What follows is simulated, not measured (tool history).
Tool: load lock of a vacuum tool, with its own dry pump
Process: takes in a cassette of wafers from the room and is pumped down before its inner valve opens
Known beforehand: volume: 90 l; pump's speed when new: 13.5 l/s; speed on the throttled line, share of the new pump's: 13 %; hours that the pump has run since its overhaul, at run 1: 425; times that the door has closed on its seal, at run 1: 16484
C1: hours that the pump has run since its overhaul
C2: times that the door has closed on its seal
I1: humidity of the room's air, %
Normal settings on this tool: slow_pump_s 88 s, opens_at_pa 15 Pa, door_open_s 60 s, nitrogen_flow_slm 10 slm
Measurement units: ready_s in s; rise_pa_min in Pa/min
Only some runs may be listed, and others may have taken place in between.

Run 1, day 0.000: usual settings; C1 425; C2 16484; I1 44.6. Result: ready_s 136.9 s, rise_pa_min 0.177 Pa/min.
Run 2, day 7.754: usual settings; C1 611; C2 17203; I1 47.2. Result: ready_s 133.6 s, rise_pa_min 0.193 Pa/min.
Run 3, day 12.929: usual settings; C1 735; C2 17683; I1 44.4. Result: ready_s 136.4 s, rise_pa_min 0.204 Pa/min.
Run 4, day 17.092: usual settings; C1 835; C2 18068; I1 46.0. Result: ready_s 137.0 s, rise_pa_min 0.199 Pa/min.
Run 5, day 22.688: usual settings but slow_pump_s 122 s; C1 969; C2 18587; I1 46.0. Result: ready_s 166.4 s, rise_pa_min 0.207 Pa/min.
Run 6, day 29.583: usual settings but slow_pump_s 122 s; C1 1135; C2 19227; I1 45.0. Result: ready_s 166.2 s, rise_pa_min 0.211 Pa/min.
Run 7, day 39.004: usual settings but slow_pump_s 122 s; C1 1361; C2 20100; I1 47.1. Result: ready_s 166.6 s, rise_pa_min 0.231 Pa/min.
Run 8, day 46.717: usual settings but slow_pump_s 122 s; C1 1546; C2 20815; I1 44.4. Result: ready_s 165.3 s, rise_pa_min 0.247 Pa/min.
Run 9, day 51.800: usual settings but opens_at_pa 12 Pa; C1 1668; C2 21286; I1 44.0. Result: ready_s 137.6 s, rise_pa_min 0.248 Pa/min.
Run 10, day 58.950: usual settings but opens_at_pa 11 Pa; C1 1840; C2 21949; I1 42.8. Result: ready_s 138.2 s, rise_pa_min 0.264 Pa/min.
Run 11, day 67.021: usual settings but door_open_s 234 s; C1 2033; C2 22697; I1 43.8. Result: ready_s 135.7 s, rise_pa_min 0.301 Pa/min.
Run 12, day 74.304: usual settings; C1 2208; C2 23372; I1 47.8. Result: ready_s 137.6 s, rise_pa_min 0.294 Pa/min.
Run 13, day 83.029: usual settings but door_open_s 169 s; C1 2418; C2 24181; I1 48.5. Result: ready_s 139.3 s, rise_pa_min 0.318 Pa/min.
Run 14, day 88.546: usual settings but nitrogen_flow_slm 21 slm; C1 2550; C2 24692; I1 44.3. Result: ready_s 138.6 s, rise_pa_min 0.307 Pa/min.
Run 15, day 97.479: usual settings but nitrogen_flow_slm 21 slm; C1 2764; C2 25520; I1 46.2. Result: ready_s 137.5 s, rise_pa_min 0.332 Pa/min.
Run 16, day 105.346: usual settings but nitrogen_flow_slm 21 slm; C1 2953; C2 26250; I1 47.0. Result: ready_s 139.0 s, rise_pa_min 0.351 Pa/min.
At day 110.621: door's seal changed, seat wiped.
Run 17, day 113.817: usual settings but door_open_s 40 s; C1 3155; C2 297; I1 46.0. Result: ready_s 139.1 s, rise_pa_min 0.030 Pa/min.
Run 18, day 119.158: usual settings but door_open_s 40 s; C1 3283; C2 792; I1 46.2. Result: ready_s 136.4 s, rise_pa_min 0.035 Pa/min.
Run 19, day 125.625: usual settings but door_open_s 40 s; C1 3438; C2 1391; I1 44.1. Result: ready_s 138.6 s, rise_pa_min 0.032 Pa/min.
Run 20, day 133.325: usual settings but slow_pump_s 56 s, opens_at_pa 19 Pa, door_open_s 139 s, nitrogen_flow_slm 38 slm; C1 3623; C2 2105; I1 43.7. Result: ready_s 107.9 s, rise_pa_min 0.044 Pa/min.
Run 21, day 142.071: usual settings but slow_pump_s 62 s, nitrogen_flow_slm 5 slm; C1 3833; C2 2916; I1 41.5. Result: ready_s 115.3 s, rise_pa_min 0.049 Pa/min.
Run 22, day 151.562: usual settings but door_open_s 47 s, nitrogen_flow_slm 22 slm; C1 4061; C2 3796; I1 49.4. Result: ready_s 137.1 s, rise_pa_min 0.045 Pa/min.
Run 23, day 156.521: usual settings but slow_pump_s 172 s; C1 4180; C2 4255; I1 42.0. Result: ready_s 210.1 s, rise_pa_min 0.056 Pa/min.
Run 24, day 162.567: usual settings but slow_pump_s 172 s; C1 4325; C2 4816; I1 47.0. Result: ready_s 212.3 s, rise_pa_min 0.060 Pa/min.
Run 25, day 169.538: usual settings but opens_at_pa 19 Pa, door_open_s 165 s, nitrogen_flow_slm 23 slm; C1 4492; C2 5462; I1 45.1. Result: ready_s 136.9 s, rise_pa_min 0.064 Pa/min.
Run 26, day 176.867: usual settings but opens_at_pa 19 Pa, door_open_s 165 s, nitrogen_flow_slm 23 slm; C1 4668; C2 6141; I1 44.8. Result: ready_s 137.8 s, rise_pa_min 0.065 Pa/min.
Run 27, day 185.367: usual settings but slow_pump_s 93 s, opens_at_pa 26 Pa, door_open_s 124 s, nitrogen_flow_slm 12 slm; C1 4872; C2 6929; I1 46.0. Result: ready_s 136.8 s, rise_pa_min 0.085 Pa/min.
Run 28, day 192.133: usual settings but nitrogen_flow_slm 26 slm; C1 5035; C2 7556; I1 46.6. Result: ready_s 136.7 s, rise_pa_min 0.066 Pa/min.
Run 29, day 197.896: usual settings but slow_pump_s 169 s, opens_at_pa 23 Pa, door_open_s 120 s, nitrogen_flow_slm 4 slm; C1 5173; C2 8091; I1 43.9. Result: ready_s 204.8 s, rise_pa_min 0.095 Pa/min.
Run 30, day 202.946: usual settings but slow_pump_s 169 s, opens_at_pa 23 Pa, door_open_s 174 s, nitrogen_flow_slm 4 slm; C1 5294; C2 8559; I1 46.6. Result: ready_s 204.9 s, rise_pa_min 0.112 Pa/min.
Run 31, day 207.808: usual settings but slow_pump_s 169 s, opens_at_pa 20 Pa, door_open_s 174 s, nitrogen_flow_slm 4 slm; C1 5411; C2 9010; I1 45.8. Result: ready_s 207.2 s, rise_pa_min 0.118 Pa/min.
Run 32, day 216.067: usual settings but door_open_s 239 s; C1 5609; C2 9775; I1 44.2. Result: ready_s 139.7 s, rise_pa_min 0.121 Pa/min.
Run 33, day 221.721: usual settings but door_open_s 239 s; C1 5745; C2 10299; I1 44.7. Result: ready_s 139.0 s, rise_pa_min 0.124 Pa/min.
Run 34, day 229.833: usual settings but slow_pump_s 77 s, door_open_s 184 s, nitrogen_flow_slm 8 slm; C1 5939; C2 11051; I1 45.0. Result: ready_s 127.7 s, rise_pa_min 0.133 Pa/min.
Run 35, day 237.983: usual settings but slow_pump_s 77 s, door_open_s 184 s, nitrogen_flow_slm 8 slm; C1 6135; C2 11807; I1 47.7. Result: ready_s 129.6 s, rise_pa_min 0.138 Pa/min.
Run 36, day 246.462: usual settings but slow_pump_s 77 s, door_open_s 184 s, nitrogen_flow_slm 8 slm; C1 6338; C2 12593; I1 44.1. Result: ready_s 129.5 s, rise_pa_min 0.141 Pa/min.
Run 37, day 256.221: usual settings but slow_pump_s 77 s, door_open_s 184 s, nitrogen_flow_slm 8 slm; C1 6573; C2 13497; I1 42.1. Result: ready_s 128.6 s, rise_pa_min 0.148 Pa/min.

Branching from run 37: 4 alternative next runs. What would each branch give?
Run A, day 261.150: usual settings but slow_pump_s 77 s, door_open_s 184 s, nitrogen_flow_slm 21 slm; C1 6691; C2 13954; I1 48.2. Result: ready_s ?, rise_pa_min ?.
Run B, day 261.150: usual settings but slow_pump_s 145 s, opens_at_pa 11 Pa, door_open_s 88 s; C1 6691; C2 13954; I1 46.6. Result: ready_s ?, rise_pa_min ?.
Run C, day 261.150: usual settings but slow_pump_s 46 s; C1 6691; C2 13954; I1 40.8. Result: ready_s ?, rise_pa_min ?.
Run D, day 261.150: usual settings but slow_pump_s 113 s, opens_at_pa 12 Pa; C1 6691; C2 13954; I1 45.5. Result: ready_s ?, rise_pa_min ?.

run  ready_s  rise_pa_min
  A    128.4        0.147
  B    190.9        0.153
  C    102.3        0.139
  D    162.6        0.148
Without the tool's hidden state the same runs would have given:
run  ready_s  rise_pa_min
  A    125.2        0.037
  B    188.0        0.043
  C     98.9        0.029
  D    159.6        0.036
